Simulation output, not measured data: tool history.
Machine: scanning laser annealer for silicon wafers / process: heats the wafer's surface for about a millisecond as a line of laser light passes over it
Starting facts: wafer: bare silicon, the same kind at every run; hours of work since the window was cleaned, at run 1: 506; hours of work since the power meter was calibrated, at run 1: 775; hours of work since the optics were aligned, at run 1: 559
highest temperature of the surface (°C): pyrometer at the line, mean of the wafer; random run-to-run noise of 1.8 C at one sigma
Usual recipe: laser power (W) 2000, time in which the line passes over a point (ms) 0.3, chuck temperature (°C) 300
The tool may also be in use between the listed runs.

run	day	laser power (W)	time in which the line passes over a point (ms)	chuck temperature (°C)	hours of work since the window was cleaned	hours of work since the power meter was calibrated	hours of work since the optics were aligned	highest temperature of the surface (°C)
1	0	2000	0.3	300	506	775	559	1039
2	1.304	2000	0.3	300	528	796	581	1036
3	2.546	2000	0.3	300	549	817	602	1033
4	5.017	2000	0.3	316	590	859	644	1049
5	7.304	1720	0.3	300	629	898	683	914
6	8.975	1720	0.3	300	657	926	711	915
7	10.2	2000	0.3	300	678	946	731	1029
# day 10.521: window over the wafer cleaned
8	12.592	2000	0.3	300	35	985	770	1045
9	13.688	2000	0.3	300	53	1004	789	1046
10	16.096	2000	0.3	300	94	1044	829	1044
11	18.146	2000	0.3	300	129	1079	864	1040
12	20.612	2000	0.3	300	170	1121	905	1040
13	22.004	2000	0.271	300	194	1144	929	1003
14	23.425	2071	0.3	280	218	1168	953	1051
15	24.625	2123	0.3	328	238	1188	973	1117
16	25.679	1811	0.299	338	256	1206	991	996
17	27.604	2064	0.224	260	288	1238	1023	920
18	29.804	2064	0.224	260	325	1275	1060	919
19	30.846	2064	0.224	288	343	1293	1078	951
20	32.629	2064	0.224	288	373	1323	1108	949
21	35.012	2064	0.217	313	413	1363	1148	961
22	36.683	1910	0.312	273	441	1391	1176	978
23	37.808	1910	0.298	307	460	1410	1195	995
# day 38.675: optics aligned, line set to its width
24	40.183	1910	0.298	307	496	1447	25	1001
25	42.546	2000	0.3	337	536	1487	65	1069
26	43.788	2000	0.36	277	557	1508	86	1079

Alternative continuations, all from the tool just after run 26; predict every row:
A	46.288	2000	0.371	279	599	1550	128	?
B	46.288	1848	0.223	266	599	1550	128	?
C	46.288	1709	0.329	302	599	1550	128	?
D	46.288	2000	0.251	277	599	1550	128	?

run	highest temperature of the surface (°C)
A	1086
B	846
C	940
D	948
What these runs would have given with no unlogged condition in the tool:
run	highest temperature of the surface (°C)
A	1112
B	865
C	961
D	970
